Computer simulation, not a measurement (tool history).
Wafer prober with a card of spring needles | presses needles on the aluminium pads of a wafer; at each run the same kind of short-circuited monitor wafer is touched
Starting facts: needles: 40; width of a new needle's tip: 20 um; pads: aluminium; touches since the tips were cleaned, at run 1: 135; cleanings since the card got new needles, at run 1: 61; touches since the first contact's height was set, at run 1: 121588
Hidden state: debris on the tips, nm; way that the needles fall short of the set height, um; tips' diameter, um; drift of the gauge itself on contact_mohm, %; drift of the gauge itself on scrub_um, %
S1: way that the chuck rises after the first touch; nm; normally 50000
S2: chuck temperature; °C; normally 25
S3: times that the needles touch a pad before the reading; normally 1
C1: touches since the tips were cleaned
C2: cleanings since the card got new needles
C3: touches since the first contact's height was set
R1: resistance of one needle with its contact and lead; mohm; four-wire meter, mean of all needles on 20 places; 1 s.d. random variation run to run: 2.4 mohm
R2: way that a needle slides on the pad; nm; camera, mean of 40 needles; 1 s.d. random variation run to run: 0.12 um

run	hour	S1	S2	S3	C1	C2	C3	R1	R2
1	0	50000	25	1	135	61	121588	272	8670
# hour 5.4: tips cleaned on abrasive film
2	8.3	50000	25	1	925	62	124207	271	8670
# hour 11.8: tips cleaned on abrasive film
3	14.5	36000	25	1	873	63	126193	278	6410
# hour 18.1: tips cleaned on abrasive film
4	22.1	50000	123	1	1297	64	128592	302	8590
# hour 23.8: tips cleaned on abrasive film
# hour 29.6: tips cleaned on abrasive film
5	29.9	50000	26	1	81	66	131027	274	8640
# hour 35.5: tips cleaned on abrasive film
6	40.6	50000	26	1	1619	67	134425	272	8610
# hour 41.2: tips cleaned on abrasive film
7	45.7	50000	25	1	1435	68	136033	276	8760
# hour 46.9: tips cleaned on abrasive film
# hour 52.6: tips cleaned on abrasive film
8	53.8	50000	25	1	394	70	138582	271	8750
# hour 58.7: tips cleaned on abrasive film
9	63.6	50000	25	1	1576	71	141687	274	8630
# hour 64.3: tips cleaned on abrasive film
# hour 70.6: tips cleaned on abrasive film
10	73.6	50000	25	1	965	73	144839	275	8730
# hour 76.8: tips cleaned on abrasive film
11	79	50000	25	1	693	74	146522	272	8520
# hour 82.5: tips cleaned on abrasive film
12	83.9	50000	25	1	433	75	148071	272	8810
# hour 88.7: tips cleaned on abrasive film
13	91.8	50000	25	1	971	76	150570	266	8470
# hour 95.2: tips cleaned on abrasive film
14	100.3	50000	25	1	1634	77	153273	276	8580
# hour 100.9: tips cleaned on abrasive film
15	105.3	50000	66	1	1399	78	154844	282	8560
# hour 107.5: tips cleaned on abrasive film
16	112	31000	25	1	1443	79	156969	287	5360
# hour 113.8: tips cleaned on abrasive film
17	118.7	31000	25	3	1578	80	159092	287	5390
# hour 120.4: tips cleaned on abrasive film
18	124	31000	25	3	1173	81	160765	287	5320
# hour 126: tips cleaned on abrasive film
# hour 132: tips cleaned on abrasive film
19	135.3	50000	67	1	1062	83	164308	281	8720
# hour 138: tips cleaned on abrasive film
# hour 144.2: tips cleaned on abrasive film
20	144.3	59000	123	1	36	85	167154	302	10180
21	149.4	51000	123	2	1661	85	168779	302	8850
# hour 150.5: tips cleaned on abrasive film
# hour 156.8: tips cleaned on abrasive film
22	159.5	51000	123	2	861	87	171966	306	8750
# hour 162.9: tips cleaned on abrasive film
# hour 168.7: tips cleaned on abrasive film
23	169.6	51000	123	2	270	89	175127	301	8890
# hour 174.4: tips cleaned on abrasive film
# hour 180.5: tips cleaned on abrasive film
24	180.8	51000	59	2	96	91	178662	282	8770
# hour 186.4: tips cleaned on abrasive film
# hour 192.2: tips cleaned on abrasive film
25	192.2	51000	59	2	0	93	182275	283	8580
# hour 197.9: tips cleaned on abrasive film
26	198.6	40000	59	2	245	94	184300	294	7060
# hour 203.9: tips cleaned on abrasive film
27	203.9	70000	81	2	21	95	185969	282	12060
# hour 210: tips cleaned on abrasive film
28	210.9	46000	50	2	286	96	188170	283	7880
# hour 216: tips cleaned on abrasive film
29	216.9	36000	112	2	295	97	190083	312	6220
# hour 222.3: tips cleaned on abrasive film
30	223.9	36000	112	2	520	98	192279	309	6380
# hour 228.2: tips cleaned on abrasive film
31	230.8	36000	112	2	827	99	194465	311	6190
# hour 234: tips cleaned on abrasive film
# hour 239.7: tips cleaned on abrasive film
32	241.9	36000	112	2	695	101	197966	309	6430
# hour 245.7: tips cleaned on abrasive film
33	247	53000	43	3	405	102	199556	273	9080

Predict each of these 3 candidate next runs independently; none follows another, all start after run 33:
# hour 251.4: tips cleaned on abrasive film
A	253.3	50000	37	3	606	103	201555	?	?
# hour 251.4: tips cleaned on abrasive film
B	253.3	50000	25	2	606	103	201555	?	?
# hour 251.4: tips cleaned on abrasive film
C	253.3	63000	27	3	606	103	201555	?	?

run	R1	R2
A	275	8840
B	271	8510
C	269	10680
Take away the tool's hidden state, keep each run's random variation, and the runs would have read:
run	R1	R2
A	275	8850
B	271	8510
C	269	10680
